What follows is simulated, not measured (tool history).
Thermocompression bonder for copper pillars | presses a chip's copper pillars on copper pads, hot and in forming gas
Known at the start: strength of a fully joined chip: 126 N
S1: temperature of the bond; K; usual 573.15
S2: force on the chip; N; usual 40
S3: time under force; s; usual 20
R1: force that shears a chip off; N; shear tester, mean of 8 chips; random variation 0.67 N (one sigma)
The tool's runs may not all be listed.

run	hour	S1	S2	S3	R1
1	0.0	573.15	40	20	71.8
2	8.2	573.15	40	20	71.1
3	18.3	577.15	40	20	74.8
4	25.0	577.15	40	20	75.1
5	33.4	577.15	40	20	74.2
6	44.2	577.15	40	20	73.8
7	49.3	599.15	40	20	92.0
# hour 50.8: forming gas filter changed
8	56.7	573.15	49	13	75.1
9	66.2	562.15	35	20	59.5
10	76.4	562.15	35	20	58.5
11	85.1	562.15	35	20	58.3
12	95.1	583.15	45	20	87.2

4 ways to go on from here, each from the tool as it stands after run 12. What would each give?
A	105.1	596.15	41	17	?
B	105.1	571.15	50	14	?
C	105.1	581.15	28	53	?
D	105.1	583.15	30	20	?

run	R1
A	90.8
B	73.3
C	85.8
D	70.9
Without the tool's hidden state the same runs would have given:
run	R1
A	95.0
B	77.5
C	90.1
D	74.9
